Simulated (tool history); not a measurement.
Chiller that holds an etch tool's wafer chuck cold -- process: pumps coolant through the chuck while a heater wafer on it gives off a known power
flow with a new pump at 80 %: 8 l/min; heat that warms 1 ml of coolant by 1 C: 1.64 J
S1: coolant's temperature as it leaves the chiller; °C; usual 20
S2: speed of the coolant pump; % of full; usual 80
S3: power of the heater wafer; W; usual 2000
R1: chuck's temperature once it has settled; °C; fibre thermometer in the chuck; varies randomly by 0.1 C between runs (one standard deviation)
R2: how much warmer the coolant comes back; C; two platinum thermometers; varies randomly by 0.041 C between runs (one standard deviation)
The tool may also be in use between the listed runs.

| run | hour | S1 | S2 | S3 | R1 | R2 |
|---|---|---|---|---|---|---|
| 1 | 0 | 20 | 80 | 2000 | 34.5 | 9.24 |
| 2 | 27.9 | 20 | 80 | 2000 | 34.6 | 9.17 |
| 3 | 71 | 20 | 80 | 2000 | 34.7 | 9.18 |
| 4 | 112 | 20 | 80 | 2000 | 34.8 | 9.25 |
| 5 | 151.1 | 20 | 80 | 2000 | 34.7 | 9.21 |
| 6 | 185.2 | 20 | 80 | 2000 | 34.7 | 9.23 |
| 7 | 214 | 20 | 80 | 2000 | 34.8 | 9.23 |
| 8 | 246.8 | 20 | 80 | 2000 | 34.7 | 9.2 |
| 9 | 272.3 | 20 | 99 | 2000 | 32.4 | 7.3 |
| 10 | 308.4 | 20 | 99 | 2000 | 32.2 | 7.26 |
| 11 | 343.3 | 20 | 99 | 2000 | 32.3 | 7.32 |
| 12 | 372.2 | 20 | 73 | 2000 | 35.9 | 10.26 |
| 13 | 405.7 | 20 | 73 | 2000 | 35.9 | 10.33 |
| 14 | 430.9 | 20 | 80 | 2000 | 34.8 | 9.44 |
| 15 | 463.6 | 20 | 80 | 2707 | 40 | 12.61 |
| 16 | 500.1 | 20 | 80 | 2000 | 34.8 | 9.29 |
| 17 | 537.9 | 26 | 80 | 1510 | 37.2 | 7.1 |
| 18 | 575.8 | 11 | 86 | 2164 | 26 | 9.35 |
| 19 | 607.3 | 11 | 86 | 2164 | 26.1 | 9.35 |
| 20 | 628 | 20 | 76 | 1865 | 34.3 | 9.26 |

Run 21 comes next. What will it give?
| 21 | 650.3 | 20 | 76 | 1865 | ? | ? |

Run 21 gave R1 34.3 °C, R2 9.36 C.
The same run, on a tool lacking any hidden state, would have yielded R1 34.3 °C, R2 9.13 C.

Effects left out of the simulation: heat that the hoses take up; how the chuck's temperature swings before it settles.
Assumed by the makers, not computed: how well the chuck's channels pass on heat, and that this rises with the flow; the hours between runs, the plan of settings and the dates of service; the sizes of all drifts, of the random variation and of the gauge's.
